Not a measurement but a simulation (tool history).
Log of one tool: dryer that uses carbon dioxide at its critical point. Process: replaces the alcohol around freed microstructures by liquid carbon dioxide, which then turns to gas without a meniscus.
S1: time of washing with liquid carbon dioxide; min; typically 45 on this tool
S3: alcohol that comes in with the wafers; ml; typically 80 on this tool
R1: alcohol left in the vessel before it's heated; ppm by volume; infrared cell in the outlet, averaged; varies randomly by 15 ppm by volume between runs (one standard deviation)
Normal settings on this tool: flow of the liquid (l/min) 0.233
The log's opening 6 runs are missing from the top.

Run 7, day 2.017: usual settings but S1 72 min. Result: R1 214 ppm by volume.
Run 8, day 2.454: usual settings but S1 72 min. Result: R1 209 ppm by volume.
Run 9, day 2.842: usual settings but S1 72 min. Result: R1 220 ppm by volume.
Run 10, day 3.396: usual settings but S1 72 min. Result: R1 221 ppm by volume.
Run 11, day 3.879: usual settings. Result: R1 1313 ppm by volume.
Run 12, day 4.288: usual settings. Result: R1 1327 ppm by volume.
Run 13, day 4.996: usual settings. Result: R1 1340 ppm by volume.
Run 14, day 5.346: usual settings. Result: R1 1351 ppm by volume.
Run 15, day 6.029: usual settings. Result: R1 1397 ppm by volume.
Run 16, day 6.725: usual settings. Result: R1 1352 ppm by volume.
Run 17, day 7.225: usual settings. Result: R1 1395 ppm by volume.
Run 18, day 7.821: usual settings. Result: R1 1365 ppm by volume.
Run 19, day 8.321: usual settings but flow of the liquid (l/min) 0.191, S3 24 ml. Result: R1 841 ppm by volume.
Run 20, day 8.925: usual settings but flow of the liquid (l/min) 0.191, S3 24 ml. Result: R1 832 ppm by volume.
Run 21, day 9.608: usual settings but S1 30 min, flow of the liquid (l/min) 0.341, S3 34 ml. Result: R1 645 ppm by volume.
Run 22, day 10.033: usual settings but S1 39 min, flow of the liquid (l/min) 0.237, S3 100 ml. Result: R1 2477 ppm by volume.
Run 23, day 10.6: usual settings but S1 70 min, flow of the liquid (l/min) 0.343, S3 43 ml. Result: R1 88 ppm by volume.
Run 24, day 10.975: usual settings but S1 70 min, flow of the liquid (l/min) 0.343, S3 43 ml. Result: R1 82 ppm by volume.
Run 25, day 11.433: usual settings but S1 28 min, flow of the liquid (l/min) 0.219, S3 23 ml. Result: R1 1657 ppm by volume.
Run 26, day 12: usual settings but S1 28 min, flow of the liquid (l/min) 0.219, S3 23 ml. Result: R1 1631 ppm by volume.
Run 27, day 12.421: usual settings but S1 28 min, flow of the liquid (l/min) 0.146, S3 88 ml. Result: R1 12503 ppm by volume.
Run 28, day 13.075: usual settings but S1 41 min, S3 28 ml. Result: R1 718 ppm by volume.
Run 29, day 13.75: usual settings but S1 58 min, flow of the liquid (l/min) 0.24, S3 42 ml. Result: R1 329 ppm by volume.
Run 30, day 14.083: usual settings but S1 44 min, flow of the liquid (l/min) 0.34, S3 23 ml. Result: R1 161 ppm by volume.
Run 31, day 14.508: usual settings but S1 69 min, flow of the liquid (l/min) 0.343, S3 23 ml. Result: R1 82 ppm by volume.

Branching from run 31: 3 alternative next runs. What would each branch give?
Run A, day 14.983: usual settings but S1 40 min, S3 76 ml. Result: R1 ?.
Run B, day 14.983: usual settings but S1 35 min, flow of the liquid (l/min) 0.222, S3 58 ml. Result: R1 ?.
Run C, day 14.983: usual settings but S1 38 min, flow of the liquid (l/min) 0.36, S3 32 ml. Result: R1 ?.

run    R1
  A  1943
  B  2574
  C   259
Without the tool's unlogged condition, the same runs would have read:
run    R1
  A  1277
  B  1820
  C   103

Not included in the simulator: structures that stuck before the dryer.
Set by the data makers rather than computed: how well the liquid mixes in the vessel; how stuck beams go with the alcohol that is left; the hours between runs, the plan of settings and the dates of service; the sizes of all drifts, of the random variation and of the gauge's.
